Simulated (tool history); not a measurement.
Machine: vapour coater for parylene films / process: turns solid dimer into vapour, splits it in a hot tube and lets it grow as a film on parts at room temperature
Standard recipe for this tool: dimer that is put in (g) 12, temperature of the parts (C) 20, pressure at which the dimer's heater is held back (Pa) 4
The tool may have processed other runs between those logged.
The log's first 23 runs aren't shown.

run,hour,dimer that is put in (g),temperature of the parts (C),pressure at which the dimer's heater is held back (Pa),thickness of the film (µm)
# hour 341.2: trap's valve overhauled
24,350,12,16,6.15,4.42
25,358.3,12,20,3.91,3.85
26,374.8,12,20,3.91,3.85
27,388,12,20,3.91,3.87
28,406.7,12,20,3.91,3.84
29,418.5,7,15,3.91,2.9
30,431.9,12,24,2.27,3.41
31,441.3,13,27,5.35,2.83

Forecast each of these 4 alternatives for the next run:
A,457.7,15,26,3.54,?
B,457.7,12,32,4.56,?
C,457.7,19,20,2.82,?
D,457.7,13,28,7.76,?

run,thickness of the film (µm)
A,3.64
B,2.08
C,6.42
D,2.57
With the hidden condition removed and each run's random variation left untouched, the same runs would have given:
run,thickness of the film (µm)
A,3.59
B,2.05
C,6.33
D,2.53
